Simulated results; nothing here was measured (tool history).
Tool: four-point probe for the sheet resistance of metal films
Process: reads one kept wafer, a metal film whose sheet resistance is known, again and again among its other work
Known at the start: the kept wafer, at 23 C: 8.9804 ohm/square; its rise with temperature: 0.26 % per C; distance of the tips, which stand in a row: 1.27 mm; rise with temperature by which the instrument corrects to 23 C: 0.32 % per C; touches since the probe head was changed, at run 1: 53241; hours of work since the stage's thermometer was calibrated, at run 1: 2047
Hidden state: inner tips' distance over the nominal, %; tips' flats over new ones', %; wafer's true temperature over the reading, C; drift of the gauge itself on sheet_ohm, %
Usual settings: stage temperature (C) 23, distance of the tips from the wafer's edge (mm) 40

| run | day | stage temperature (C) | distance of the tips from the wafer's edge (mm) | touches since the probe head was changed | hours of work since the stage's thermometer was calibrated | sheet resistance as the instrument gives it (ohm/square) |
|---|---|---|---|---|---|---|
| 1 | 0 | 23 | 40 | 53241 | 2047 | 8.985405 |
| 2 | 3.45 | 23 | 9 | 55181 | 2085 | 9.074003 |
| 3 | 5.904 | 23 | 40 | 56560 | 2113 | 8.983612 |
| 4 | 7.879 | 23 | 40 | 57670 | 2135 | 8.984333 |
| 5 | 11.204 | 23 | 7 | 59538 | 2172 | 9.139916 |
| 6 | 14.121 | 25 | 7 | 61177 | 2205 | 9.126111 |
| 7 | 16.725 | 25 | 7 | 62641 | 2234 | 9.128406 |
| 8 | 20.3 | 25 | 7 | 64651 | 2274 | 9.12883 |
|  | 21.704 | stage's thermometer calibrated |
| 9 | 24.592 | 23 | 40 | 67051 | 32 | 8.987406 |
| 10 | 27.883 | 21 | 40 | 68902 | 69 | 8.995797 |
| 11 | 31.75 | 21 | 40 | 71075 | 113 | 8.996801 |
| 12 | 34.971 | 23 | 40 | 72886 | 149 | 8.983559 |
| 13 | 37.212 | 23 | 40 | 74146 | 174 | 8.982869 |
| 14 | 40.85 | 23 | 40 | 76189 | 215 | 8.989667 |
| 15 | 45.112 | 23 | 21 | 78586 | 262 | 8.996819 |
| 16 | 48.162 | 23 | 40 | 80300 | 297 | 8.985481 |
| 17 | 51.596 | 23 | 40 | 82230 | 335 | 8.981868 |
| 18 | 53.383 | 34 | 40 | 83234 | 355 | 8.928144 |
| 19 | 56.546 | 21 | 3 | 85012 | 391 | 9.775039 |
| 20 | 60.096 | 35 | 23 | 87007 | 430 | 8.932831 |
| 21 | 64.108 | 22 | 32 | 89263 | 475 | 8.995088 |
| 22 | 66.679 | 22 | 32 | 90707 | 504 | 8.993374 |
| 23 | 69.038 | 22 | 32 | 92032 | 531 | 8.991428 |
| 24 | 72.992 | 22 | 32 | 94254 | 575 | 8.990641 |
| 25 | 75.854 | 30 | 6 | 95864 | 607 | 9.154743 |
| 26 | 78.917 | 27 | 6 | 97585 | 641 | 9.173459 |
| 27 | 82.079 | 31 | 40 | 99362 | 677 | 8.943234 |
| 28 | 84.729 | 28 | 9 | 100853 | 707 | 9.049078 |
| 29 | 86.95 | 21 | 5 | 102099 | 731 | 9.29472 |
| 30 | 90.767 | 21 | 5 | 104245 | 774 | 9.291681 |
| 31 | 92.862 | 19 | 62 | 105423 | 798 | 9.001182 |
| 32 | 95.746 | 19 | 62 | 107045 | 830 | 9.00454 |
| 33 | 99.812 | 19 | 62 | 109329 | 876 | 9.001173 |
| 34 | 102.004 | 19 | 62 | 110562 | 900 | 9.003614 |
| 35 | 104.404 | 34 | 18 | 111910 | 927 | 8.946018 |

5 ways to go on from here, each from the tool as it stands after run 35. What would each give?
| A | 106.7 | 34 | 61 | 113201 | 953 | ? |
| B | 106.7 | 34 | 36 | 113201 | 953 | ? |
| C | 106.7 | 25 | 58 | 113201 | 953 | ? |
| D | 106.7 | 25 | 57 | 113201 | 953 | ? |
| E | 106.7 | 23 | 40 | 113201 | 953 | ? |

| run | sheet resistance as the instrument gives it (ohm/square) |
|---|---|
| A | 8.9284 |
| B | 8.932502 |
| C | 8.969439 |
| D | 8.969254 |
| E | 8.985312 |
Without the tool's hidden state the same runs would have given:
| run | sheet resistance as the instrument gives it (ohm/square) |
|---|---|
| A | 8.929338 |
| B | 8.93344 |
| C | 8.970384 |
| D | 8.970199 |
| E | 8.98626 |
